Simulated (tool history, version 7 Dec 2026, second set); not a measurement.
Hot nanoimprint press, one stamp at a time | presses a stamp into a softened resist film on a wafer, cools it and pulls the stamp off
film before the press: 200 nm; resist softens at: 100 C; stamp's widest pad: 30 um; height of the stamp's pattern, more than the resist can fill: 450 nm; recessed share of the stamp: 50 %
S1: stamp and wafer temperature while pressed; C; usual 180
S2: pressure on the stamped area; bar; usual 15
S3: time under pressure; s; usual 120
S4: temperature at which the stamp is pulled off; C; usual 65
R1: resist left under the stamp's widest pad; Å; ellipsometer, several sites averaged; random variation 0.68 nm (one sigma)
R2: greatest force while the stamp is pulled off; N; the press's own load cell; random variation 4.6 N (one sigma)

| run | hour | S1 | S2 | S3 | S4 | R1 | R2 |
|---|---|---|---|---|---|---|---|
| 1 | 0 | 180 | 15 | 120 | 65 | 797 | 275 |
| 2 | 11.7 | 175 | 15 | 120 | 65 | 1031 | 278 |
| 3 | 22.6 | 175 | 15 | 120 | 65 | 1020 | 268 |
| 4 | 34.1 | 180 | 15 | 120 | 65 | 802 | 267 |
| 5 | 42.3 | 180 | 15 | 120 | 65 | 803 | 259 |
| 6 | 50 | 180 | 15 | 120 | 56 | 809 | 345 |
| 7 | 58.2 | 180 | 15 | 84 | 56 | 927 | 341 |
| 8 | 67.7 | 180 | 15 | 84 | 56 | 936 | 343 |
| 9 | 77.7 | 180 | 15 | 200 | 68 | 648 | 262 |
| 10 | 83.2 | 173 | 11.2 | 148 | 53 | 1176 | 371 |

Run 11 comes next. What will it give?
| 11 | 93.9 | 177 | 11.2 | 92 | 64 | ? | ? |

{"run 11": {"R1": 1155, "R2": 293}}
Without the tool's hidden state the same run would have given R1 1101 Å, R2 230 N.
